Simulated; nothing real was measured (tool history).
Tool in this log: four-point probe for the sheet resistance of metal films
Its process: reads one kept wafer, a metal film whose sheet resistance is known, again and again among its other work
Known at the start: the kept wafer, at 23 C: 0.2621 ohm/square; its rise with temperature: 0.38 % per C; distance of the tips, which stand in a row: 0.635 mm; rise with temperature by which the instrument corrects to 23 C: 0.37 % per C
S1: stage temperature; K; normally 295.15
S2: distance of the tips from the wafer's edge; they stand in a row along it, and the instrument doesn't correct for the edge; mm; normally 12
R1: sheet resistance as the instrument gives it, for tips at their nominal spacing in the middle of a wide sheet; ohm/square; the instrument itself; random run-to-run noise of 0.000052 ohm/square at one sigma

| run | day | S1 | S2 | R1 |
|---|---|---|---|---|
| 1 | 0 | 295.15 | 12 | 0.263153 |
| 2 | 3.525 | 295.15 | 7 | 0.264009 |
| 3 | 5.533 | 295.15 | 7 | 0.263905 |
| 4 | 8.296 | 295.15 | 7 | 0.263924 |
| 5 | 10.442 | 295.15 | 7 | 0.264004 |
| 6 | 13.542 | 295.15 | 12 | 0.263225 |
| 7 | 15.446 | 295.15 | 12 | 0.263297 |
| 8 | 18.917 | 295.15 | 42 | 0.263034 |
| 9 | 22.838 | 295.15 | 42 | 0.262959 |
| 10 | 24.767 | 303.15 | 12 | 0.26346 |
| 11 | 27.9 | 303.15 | 12 | 0.263469 |
| 12 | 30.921 | 303.15 | 12 | 0.263502 |
| 13 | 33.9 | 303.15 | 12 | 0.263525 |
| 14 | 37.192 | 303.15 | 12 | 0.26364 |
| 15 | 41.421 | 301.15 | 12 | 0.263503 |
| 16 | 43.862 | 300.15 | 12 | 0.263632 |
| 17 | 46.192 | 300.15 | 12 | 0.263577 |
| 18 | 49.017 | 302.15 | 12 | 0.263541 |
| 19 | 51.867 | 302.15 | 12 | 0.263627 |
| 20 | 54.975 | 302.15 | 12 | 0.263752 |
| 21 | 58.433 | 302.15 | 12 | 0.263688 |
|  | 59.35 | stage's thermometer calibrated |
| 22 | 61.892 | 302.15 | 12 | 0.26352 |
| 23 | 65.033 | 302.15 | 12 | 0.263312 |
| 24 | 68.608 | 300.15 | 21 | 0.263129 |
| 25 | 71.538 | 302.15 | 4 | 0.266558 |
| 26 | 75.442 | 295.15 | 25 | 0.262969 |
| 27 | 77.167 | 292.15 | 12 | 0.263171 |
|  | 78.029 | stage's thermometer calibrated, once more |
| 28 | 80.438 | 292.15 | 12 | 0.264148 |
| 29 | 83.558 | 292.15 | 12 | 0.264174 |
| 30 | 86.129 | 292.15 | 12 | 0.264139 |
| 31 | 89.842 | 292.15 | 12 | 0.264207 |
| 32 | 92.829 | 302.15 | 18 | 0.264231 |
| 33 | 96.925 | 291.15 | 12 | 0.26425 |
| 34 | 100.85 | 291.15 | 12 | 0.264215 |
| 35 | 103.596 | 293.15 | 40 | 0.263948 |
| 36 | 106.875 | 292.15 | 59 | 0.263937 |
| 37 | 111.1 | 300.15 | 5 | 0.266315 |
| 38 | 114.358 | 308.15 | 10 | 0.26494 |
|  | 115.208 | new probe head fitted |
| 39 | 116.821 | 291.15 | 4 | 0.264832 |
| 40 | 118.779 | 294.15 | 47 | 0.261422 |
| 41 | 122.033 | 294.15 | 47 | 0.261446 |
| 42 | 124.342 | 296.15 | 31 | 0.261491 |
| 43 | 127.325 | 303.15 | 27 | 0.261708 |
| 44 | 130.329 | 303.15 | 27 | 0.261728 |
| 45 | 132.112 | 303.15 | 27 | 0.261744 |

Alternative continuations, all from the tool just after run 45; predict every row:
| A | 134.062 | 304.15 | 9 | ? |
| B | 134.062 | 307.15 | 4 | ? |
| C | 134.062 | 295.15 | 38 | ? |

| run | R1 |
|---|---|
| A | 0.26248 |
| B | 0.265309 |
| C | 0.261442 |
Without the tool's unlogged condition, the same runs would have read:
| run | R1 |
|---|---|
| A | 0.263106 |
| B | 0.26594 |
| C | 0.262067 |

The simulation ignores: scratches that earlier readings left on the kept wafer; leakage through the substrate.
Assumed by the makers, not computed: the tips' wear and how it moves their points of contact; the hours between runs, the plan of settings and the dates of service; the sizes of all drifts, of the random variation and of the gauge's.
